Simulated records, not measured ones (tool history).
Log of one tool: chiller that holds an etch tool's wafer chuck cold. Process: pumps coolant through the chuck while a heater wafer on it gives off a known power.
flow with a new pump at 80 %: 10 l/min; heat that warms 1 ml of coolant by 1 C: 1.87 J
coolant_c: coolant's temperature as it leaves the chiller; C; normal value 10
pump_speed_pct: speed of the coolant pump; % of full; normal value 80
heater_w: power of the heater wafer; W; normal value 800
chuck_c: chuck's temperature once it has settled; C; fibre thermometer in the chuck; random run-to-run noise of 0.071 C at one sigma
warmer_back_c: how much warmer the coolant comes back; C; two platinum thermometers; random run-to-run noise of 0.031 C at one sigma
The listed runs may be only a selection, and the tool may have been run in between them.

| run | day | coolant_c | pump_speed_pct | heater_w | chuck_c | warmer_back_c |
|---|---|---|---|---|---|---|
| 1 | 0 | 10 | 80 | 800 | 15.68 | 2.68 |
| 2 | 1.858 | 10 | 80 | 800 | 15.73 | 2.72 |
| 3 | 2.925 | 10 | 80 | 1077 | 18.07 | 3.6 |
| 4 | 5.104 | 10 | 64 | 800 | 16.78 | 3.31 |
| 5 | 6.158 | 10 | 80 | 800 | 15.59 | 2.71 |
| 6 | 8.583 | 10 | 64 | 800 | 16.61 | 3.38 |
| 7 | 10.288 | 10 | 80 | 800 | 15.7 | 2.7 |
| 8 | 12.246 | 10 | 80 | 800 | 15.71 | 2.69 |
| 9 | 14.688 | 10 | 80 | 800 | 15.66 | 2.66 |
|  | 15.771 | coolant changed, channels flushed |
| 10 | 16.938 | 10 | 80 | 800 | 15.16 | 2.68 |
| 11 | 18.408 | 10 | 80 | 800 | 15.17 | 2.69 |
| 12 | 20.871 | 9 | 66 | 702 | 13.99 | 2.92 |
| 13 | 23.35 | 10 | 63 | 800 | 16.06 | 3.43 |
|  | 23.533 | chiller's thermometer calibrated |
| 14 | 25.292 | 10 | 63 | 800 | 17.28 | 3.45 |
| 15 | 27.121 | 10 | 63 | 800 | 17.29 | 3.5 |
| 16 | 29.579 | 17 | 80 | 792 | 23.2 | 2.71 |
| 17 | 32.179 | 17 | 80 | 792 | 23.16 | 2.75 |
| 18 | 33.921 | 5 | 65 | 1038 | 14.27 | 4.37 |
| 19 | 35.362 | 4 | 80 | 643 | 8.96 | 2.2 |
| 20 | 36.983 | 10 | 67 | 800 | 17.21 | 3.3 |
| 21 | 38.225 | 5 | 67 | 944 | 13.21 | 3.87 |
| 22 | 40.338 | 14 | 88 | 975 | 21.24 | 3.02 |

Branching from run 22: 5 alternative next runs. What would each branch give?
| A | 42.854 | 8 | 70 | 500 | ? | ? |
| B | 42.854 | 17 | 69 | 722 | ? | ? |
| C | 42.854 | 14 | 97 | 1151 | ? | ? |
| D | 42.854 | 4 | 93 | 632 | ? | ? |
| E | 42.854 | 12 | 74 | 419 | ? | ? |

| run | chuck_c | warmer_back_c |
|---|---|---|
| A | 12.24 | 1.94 |
| B | 23.2 | 2.86 |
| C | 22.02 | 3.22 |
| D | 8.44 | 1.87 |
| E | 15.35 | 1.5 |
Without the tool's hidden state the same runs would have given:
| run | chuck_c | warmer_back_c |
|---|---|---|
| A | 12.09 | 1.81 |
| B | 22.94 | 2.67 |
| C | 21.66 | 3.01 |
| D | 8.28 | 1.74 |
| E | 15.26 | 1.4 |
